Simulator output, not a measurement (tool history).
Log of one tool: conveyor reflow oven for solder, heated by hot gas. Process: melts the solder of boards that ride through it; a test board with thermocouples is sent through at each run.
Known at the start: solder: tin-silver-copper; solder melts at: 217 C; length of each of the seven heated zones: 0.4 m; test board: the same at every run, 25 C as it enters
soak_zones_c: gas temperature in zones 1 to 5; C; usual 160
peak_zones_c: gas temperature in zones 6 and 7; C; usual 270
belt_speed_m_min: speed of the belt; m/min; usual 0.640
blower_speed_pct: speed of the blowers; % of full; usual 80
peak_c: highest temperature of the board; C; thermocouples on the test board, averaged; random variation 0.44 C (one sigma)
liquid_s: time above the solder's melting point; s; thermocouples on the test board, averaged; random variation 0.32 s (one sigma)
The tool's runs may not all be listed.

Run 1, day 0.000: usual settings. Result: peak_c 255.8 C, liquid_s 55.6 s.
Run 2, day 0.746: usual settings but soak_zones_c 159 C. Result: peak_c 255.7 C, liquid_s 55.2 s.
Run 3, day 1.525: usual settings but soak_zones_c 159 C. Result: peak_c 255.7 C, liquid_s 55.1 s.
Run 4, day 2.654: usual settings but soak_zones_c 159 C. Result: peak_c 255.0 C, liquid_s 55.1 s.
Run 5, day 3.879: usual settings. Result: peak_c 255.2 C, liquid_s 54.9 s.
Run 6, day 5.058: usual settings but belt_speed_m_min 0.738 m/min. Result: peak_c 251.4 C, liquid_s 43.7 s.
Run 7, day 6.004: usual settings but belt_speed_m_min 0.738 m/min. Result: peak_c 251.1 C, liquid_s 44.1 s.
Run 8, day 6.671: usual settings but soak_zones_c 166 C, belt_speed_m_min 0.738 m/min. Result: peak_c 251.5 C, liquid_s 45.9 s.
Run 9, day 7.321: usual settings but soak_zones_c 166 C, peak_zones_c 276 C, belt_speed_m_min 0.738 m/min. Result: peak_c 257.5 C, liquid_s 49.3 s.
Run 10, day 7.979: usual settings but soak_zones_c 166 C, peak_zones_c 276 C, belt_speed_m_min 0.738 m/min. Result: peak_c 257.5 C, liquid_s 48.8 s.
Run 11, day 8.583: usual settings. Result: peak_c 254.9 C, liquid_s 55.6 s.
Run 12, day 9.271: usual settings. Result: peak_c 254.7 C, liquid_s 55.1 s.
Run 13, day 9.900: usual settings. Result: peak_c 254.5 C, liquid_s 55.6 s.
Run 14, day 10.746: usual settings. Result: peak_c 255.2 C, liquid_s 55.1 s.
Run 15, day 11.671: usual settings. Result: peak_c 254.4 C, liquid_s 54.5 s.
Run 16, day 12.292: usual settings. Result: peak_c 254.3 C, liquid_s 54.5 s.
Run 17, day 12.912: usual settings but soak_zones_c 168 C, belt_speed_m_min 0.699 m/min. Result: peak_c 252.5 C, liquid_s 50.3 s.
Run 18, day 14.129: usual settings but soak_zones_c 173 C, peak_zones_c 262 C, belt_speed_m_min 0.757 m/min, blower_speed_pct 68 % of full. Result: peak_c 241.8 C, liquid_s 38.9 s.
Run 19, day 15.079: usual settings but soak_zones_c 151 C, peak_zones_c 258 C, belt_speed_m_min 0.684 m/min, blower_speed_pct 63 % of full. Result: peak_c 236.4 C, liquid_s 31.4 s.
At day 16.212: flux residue cleaned out of gas plates and filters.
Run 20, day 16.321: usual settings but soak_zones_c 149 C, peak_zones_c 280 C, belt_speed_m_min 0.565 m/min, blower_speed_pct 82 % of full. Result: peak_c 267.9 C, liquid_s 68.7 s.
Run 21, day 17.483: usual settings but soak_zones_c 167 C, blower_speed_pct 72 % of full. Result: peak_c 255.4 C, liquid_s 56.7 s.
At day 17.767: belt drive overhauled, speed set with a stopwatch.
Run 22, day 18.350: usual settings but soak_zones_c 167 C, blower_speed_pct 72 % of full. Result: peak_c 255.7 C, liquid_s 57.0 s.
Run 23, day 19.142: usual settings but soak_zones_c 167 C, peak_zones_c 275 C, belt_speed_m_min 0.675 m/min, blower_speed_pct 72 % of full. Result: peak_c 258.2 C, liquid_s 55.0 s.
Run 24, day 19.875: usual settings but soak_zones_c 167 C, peak_zones_c 275 C, belt_speed_m_min 0.675 m/min, blower_speed_pct 72 % of full. Result: peak_c 257.5 C, liquid_s 55.3 s.
Run 25, day 21.054: usual settings but soak_zones_c 173 C, peak_zones_c 284 C, belt_speed_m_min 0.516 m/min, blower_speed_pct 77 % of full. Result: peak_c 275.3 C, liquid_s 86.5 s.
Run 26, day 22.154: usual settings but soak_zones_c 173 C, peak_zones_c 284 C, belt_speed_m_min 0.516 m/min, blower_speed_pct 77 % of full. Result: peak_c 274.8 C, liquid_s 86.2 s.
Run 27, day 22.846: usual settings but blower_speed_pct 85 % of full. Result: peak_c 256.9 C, liquid_s 57.2 s.
Run 28, day 24.008: usual settings but peak_zones_c 266 C, belt_speed_m_min 0.737 m/min. Result: peak_c 247.8 C, liquid_s 42.9 s.
At day 25.000: belt drive overhauled, speed set with a stopwatch, once more.
Run 29, day 25.138: usual settings but peak_zones_c 266 C, belt_speed_m_min 0.737 m/min. Result: peak_c 246.2 C, liquid_s 41.7 s.
Run 30, day 26.338: usual settings but peak_zones_c 282 C, belt_speed_m_min 0.569 m/min. Result: peak_c 270.4 C, liquid_s 70.9 s.
Run 31, day 27.488: usual settings but soak_zones_c 146 C, peak_zones_c 265 C. Result: peak_c 249.3 C, liquid_s 47.0 s.
Run 32, day 28.221: usual settings but soak_zones_c 146 C, peak_zones_c 265 C. Result: peak_c 249.0 C, liquid_s 46.8 s.

3 ways to go on from here, each from the tool as it stands after run 32. What would each give?
Run A, day 29.104: usual settings but soak_zones_c 163 C, peak_zones_c 265 C, belt_speed_m_min 0.584 m/min. Result: peak_c ?, liquid_s ?.
Run B, day 29.104: usual settings but soak_zones_c 162 C, peak_zones_c 277 C. Result: peak_c ?, liquid_s ?.
Run C, day 29.104: usual settings but peak_zones_c 266 C. Result: peak_c ?, liquid_s ?.

run  peak_c  liquid_s
  A   253.2      60.7
  B   261.6      59.4
  C   251.2      52.2
Without the tool's hidden state the same runs would have given:
run  peak_c  liquid_s
  A   255.0      62.1
  B   263.5      60.5
  C   253.1      53.6
